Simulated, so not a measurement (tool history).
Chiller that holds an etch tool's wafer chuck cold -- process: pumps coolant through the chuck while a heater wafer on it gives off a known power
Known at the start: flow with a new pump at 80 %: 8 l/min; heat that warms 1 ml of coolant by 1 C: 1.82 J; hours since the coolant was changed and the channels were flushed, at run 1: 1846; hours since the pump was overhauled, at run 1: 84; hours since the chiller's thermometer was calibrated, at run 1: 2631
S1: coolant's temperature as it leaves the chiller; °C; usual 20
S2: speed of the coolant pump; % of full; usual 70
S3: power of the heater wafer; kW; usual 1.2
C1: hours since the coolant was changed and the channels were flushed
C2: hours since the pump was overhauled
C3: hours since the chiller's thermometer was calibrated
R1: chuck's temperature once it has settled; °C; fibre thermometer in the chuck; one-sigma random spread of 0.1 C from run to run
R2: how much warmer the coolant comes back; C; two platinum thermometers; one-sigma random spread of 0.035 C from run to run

{"run": 1, "hour": 0.0, "S1": 20, "S2": 70, "S3": 1.2, "C1": 1846, "C2": 84, "C3": 2631, "R1": 36.3, "R2": 5.68}
{"run": 2, "hour": 94.0, "S1": 20, "S2": 93, "S3": 1.2, "C1": 1940, "C2": 178, "C3": 2725, "R1": 32.5, "R2": 4.23}
{"run": 3, "hour": 156.9, "S1": 20, "S2": 70, "S3": 0.986, "C1": 2003, "C2": 241, "C3": 2787, "R1": 33.3, "R2": 4.6}
{"run": 4, "hour": 212.2, "S1": 23, "S2": 70, "S3": 1.2, "C1": 2058, "C2": 296, "C3": 2843, "R1": 39.4, "R2": 5.73}
{"run": 5, "hour": 314.4, "S1": 20, "S2": 70, "S3": 1.2, "C1": 2161, "C2": 399, "C3": 2945, "R1": 36.3, "R2": 5.65}
{"run": 6, "hour": 368.1, "S1": 20, "S2": 70, "S3": 1.2, "C1": 2214, "C2": 452, "C3": 2999, "R1": 36.4, "R2": 5.68}
{"run": 7, "hour": 443.7, "S1": 20, "S2": 70, "S3": 1.2, "C1": 2290, "C2": 528, "C3": 3074, "R1": 36.3, "R2": 5.69}
{"run": 8, "hour": 555.8, "S1": 20, "S2": 70, "S3": 1.2, "C1": 2402, "C2": 640, "C3": 3186, "R1": 36.5, "R2": 5.65}
{"run": 9, "hour": 617.2, "S1": 13, "S2": 70, "S3": 0.742, "C1": 2463, "C2": 701, "C3": 3248, "R1": 23, "R2": 3.5}
{"run": 10, "hour": 703.3, "S1": 18, "S2": 72, "S3": 0.742, "C1": 2550, "C2": 788, "C3": 3334, "R1": 27.9, "R2": 3.39}
{"run": 11, "hour": 774.3, "S1": 14, "S2": 74, "S3": 1.316, "C1": 2620, "C2": 858, "C3": 3405, "R1": 31, "R2": 5.86}
{"run": 12, "hour": 884.6, "S1": 14, "S2": 74, "S3": 1.316, "C1": 2731, "C2": 969, "C3": 3515, "R1": 30.9, "R2": 5.89}
{"run": 13, "hour": 959.2, "S1": 19, "S2": 73, "S3": 1.2, "C1": 2805, "C2": 1043, "C3": 3590, "R1": 34.6, "R2": 5.41}
{"run": 14, "hour": 1033.7, "S1": 24, "S2": 90, "S3": 1.2, "C1": 2880, "C2": 1118, "C3": 3664, "R1": 37, "R2": 4.36}

Alternative continuations, all from the tool just after run 14; predict every row:
{"run": "A", "hour": 1128.2, "S1": 13, "S2": 72, "S3": 1.256, "C1": 2974, "C2": 1212, "C3": 3759, "R1": "?", "R2": "?"}
{"run": "B", "hour": 1128.2, "S1": 20, "S2": 80, "S3": 1.2, "C1": 2974, "C2": 1212, "C3": 3759, "R1": "?", "R2": "?"}
{"run": "C", "hour": 1128.2, "S1": 20, "S2": 96, "S3": 1.2, "C1": 2974, "C2": 1212, "C3": 3759, "R1": "?", "R2": "?"}
{"run": "D", "hour": 1128.2, "S1": 16, "S2": 90, "S3": 0.682, "C1": 2974, "C2": 1212, "C3": 3759, "R1": "?", "R2": "?"}

run=A R1=29.6 R2=5.79
run=B R1=34.5 R2=4.91
run=C R1=32.1 R2=4.05
run=D R1=23.3 R2=2.49
Stripped of hidden state, with their random variation kept, the same runs would have yielded:
run=A R1=29.6 R2=5.79
run=B R1=34.5 R2=4.91
run=C R1=32.1 R2=4.05
run=D R1=23.3 R2=2.49
